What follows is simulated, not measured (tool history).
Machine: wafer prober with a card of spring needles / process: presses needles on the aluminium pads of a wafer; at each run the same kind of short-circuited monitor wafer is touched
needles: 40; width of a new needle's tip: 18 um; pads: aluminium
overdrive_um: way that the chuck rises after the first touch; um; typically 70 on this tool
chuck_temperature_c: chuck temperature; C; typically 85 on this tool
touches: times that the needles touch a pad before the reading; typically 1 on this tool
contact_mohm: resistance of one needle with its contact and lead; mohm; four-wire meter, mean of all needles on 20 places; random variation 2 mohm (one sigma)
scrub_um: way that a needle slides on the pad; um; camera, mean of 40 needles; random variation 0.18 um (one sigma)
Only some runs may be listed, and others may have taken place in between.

run   hour  overdrive_um  chuck_temperature_c  touches  contact_mohm  scrub_um
  1      0            70                   85        1           229     18.48
       8.4  -- tips cleaned on abrasive film
      18.6  -- tips cleaned on abrasive film
  2     21            70                   85        3           220     18.57
      28.7  -- tips cleaned on abrasive film
        39  -- tips cleaned on abrasive film
  3     39            70                   85        3           221     18.46
      49.9  -- tips cleaned on abrasive film
      60.3  -- tips cleaned on abrasive film
  4   60.7            55                   85        1           227     14.09
      71.7  -- tips cleaned on abrasive film
        83  -- tips cleaned on abrasive film
  5     83            76                   85        1           219     20.04
      93.7  -- tips cleaned on abrasive film
  6   94.7            70                   25        1           215     18.29
       104  -- tips cleaned on abrasive film
     114.2  -- tips cleaned on abrasive film
  7  114.9            70                   45        1           218     18.22
     125.8  -- tips cleaned on abrasive film
       136  -- tips cleaned on abrasive film
  8  136.9            70                   45        1           214     17.94
     147.7  -- tips cleaned on abrasive film
  9    151            70                   31        1           222     18.16
     158.9  -- tips cleaned on abrasive film
     169.5  -- tips cleaned on abrasive film
 10  174.1            70                   85        1           243     17.98
     181.1  -- tips cleaned on abrasive film
 11  183.8            89                   85        1           228      23.2
     191.7  -- tips cleaned on abrasive film
     202.5  -- tips cleaned on abrasive film
 12  203.9            89                   85        1           221     22.92
     213.4  -- tips cleaned on abrasive film
     224.5  -- tips cleaned on abrasive film
 13  225.6            89                   85        1           217     23.08
     236.1  -- tips cleaned on abrasive film
 14  245.2            89                   85        1           238     22.66
     246.2  -- tips cleaned on abrasive film
       257  -- tips cleaned on abrasive film
     267.7  -- tips cleaned on abrasive film
 15  267.9            88                   85        1           218      22.6
     278.9  -- tips cleaned on abrasive film
     289.8  -- tips cleaned on abrasive film
 16    290            88                   85        1           215     22.77
     300.3  -- tips cleaned on abrasive film
 17  308.7            88                   85        1           241     22.68
       312  -- tips cleaned on abrasive film
 18  320.1            88                   85        1           236     22.73
     323.2  -- tips cleaned on abrasive film
     334.9  -- tips cleaned on abrasive film
 19  336.3            70                   85        1           228     17.72
     345.6  -- tips cleaned on abrasive film
 20  347.2            70                   85        1           229     17.48
     357.1  -- tips cleaned on abrasive film
 21  357.1            85                   45        1           209     21.99
     367.5  -- tips cleaned on abrasive film
 22  368.8            85                   45        1           218     21.46
     377.9  -- tips cleaned on abrasive film
 23  381.4            86                   45        3           212     21.81
     388.4  -- tips cleaned on abrasive film
 24  395.6            82                   36        2           224     20.59
       400  -- tips cleaned on abrasive film
 25  407.2            74                   85        1           241     18.46
     410.1  -- tips cleaned on abrasive film
     421.4  -- tips cleaned on abrasive film
 26  421.8            62                   85        2           229      15.4
     431.8  -- tips cleaned on abrasive film
     442.2  -- tips cleaned on abrasive film
 27  442.2            62                   85        2           223     15.28
     453.2  -- tips cleaned on abrasive film
     464.7  -- tips cleaned on abrasive film
 28  465.3            62                   85        2           226     14.95
     476.5  -- tips cleaned on abrasive film
     487.3  -- tips cleaned on abrasive film
 29  487.3            62                   85        2           227     15.13
     497.5  -- tips cleaned on abrasive film
 30  497.7            70                   78        3           220     17.52
     508.5  -- tips cleaned on abrasive film
     520.5  -- tips cleaned on abrasive film
 31  520.7            75                   85        1           226      18.2

Alternative continuations, all from the tool just after run 31; predict every row:
     530.8  -- tips cleaned on abrasive film
  A  531.2            70                   85        2             ?         ?
     530.8  -- tips cleaned on abrasive film
  B  531.2            82                  122        1             ?         ?
     530.8  -- tips cleaned on abrasive film
  C  531.2            69                   85        1             ?         ?

run  contact_mohm  scrub_um
  A           224     17.15
  B           227     20.73
  C           227     16.92
Without the tool's hidden state the same runs would have given:
run  contact_mohm  scrub_um
  A           217     19.18
  B           221     22.81
  C           218     18.95
